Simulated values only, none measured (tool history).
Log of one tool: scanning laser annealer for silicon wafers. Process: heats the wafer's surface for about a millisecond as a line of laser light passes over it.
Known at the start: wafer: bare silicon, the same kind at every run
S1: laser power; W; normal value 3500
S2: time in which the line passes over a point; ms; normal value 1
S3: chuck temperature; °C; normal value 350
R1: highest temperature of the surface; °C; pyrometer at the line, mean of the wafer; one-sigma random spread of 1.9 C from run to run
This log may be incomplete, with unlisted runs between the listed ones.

run     day    S1    S2   S3    R1
  1       0  3500     1  350  1086
  2   1.362  3500     1  342  1077
  3   2.554  3500     1  342  1078
  4   3.633  3500     1  342  1074
  5   5.667  3500     1  342  1077
  6   7.754  3500     1  389  1122
  7   9.221  3500     1  389  1124
  8  11.367  3500     1  350  1086
  9  12.746  3500     1  350  1085
 10  14.671  3500  0.83  350  1016
 11  16.471  3500  1.03  350  1099
 12  17.492  3500  1.03  350  1098
 13  19.358  3500  1.03  350  1101
 14  21.025  3500  1.03  350  1100
 15  22.246  3500  1.03  350  1095
 16  24.112  3500  1.03  350  1099
 17   25.25  3500     1  373  1108
 18  27.517  3500     1  373  1105
 19   28.75  3500     1  373  1108
 20  30.042  3500     1  350  1088
 21  32.038  3359  0.87  344   990
 22  33.662  3151     1  350   997
 23  35.279  3203   0.7  346   894
 24  37.608  3203   0.7  346   892
 25  39.588  3500  1.13  350  1134
 26  41.183  3500  1.13  313  1099
 27  42.575  3685     1  350  1135
 28  43.629  3808  0.94  350  1142
 29  45.175  3149   0.9  381   997
 30   46.45  3120  1.01  374  1018
 31  48.492  3451  0.82  312   962
 32  50.142  3407  0.96  366  1064
 33  52.258  3407  0.96  366  1059
 34  53.208  3407  0.96  366  1059
 35  55.421  3407  0.96  366  1060
 36  57.317  3407  0.96  366  1062
 37  58.358  3407  0.96  366  1061
 38  59.875  3407  0.96  366  1063
 39  61.508  3407  0.96  366  1065
 40  62.454  3407  0.96  366  1061

Withheld: 3 entries from between the runs. Position of each, and hidden state at the listed run before versus the listed run after:
Between runs 6 and 7: window over the wafer cleaned (day 8.008)
  light that passes the window, % of a clean one's: 99.85 -> 99.99
Between runs 21 and 22: optics aligned, line set to its width (day 32.408)
  width of the line over the set one, %: 0.05 -> 0.01
Between runs 23 and 24: window over the wafer cleaned (day 36.396)
  light that passes the window, % of a clean one's: 99.85 -> 99.99

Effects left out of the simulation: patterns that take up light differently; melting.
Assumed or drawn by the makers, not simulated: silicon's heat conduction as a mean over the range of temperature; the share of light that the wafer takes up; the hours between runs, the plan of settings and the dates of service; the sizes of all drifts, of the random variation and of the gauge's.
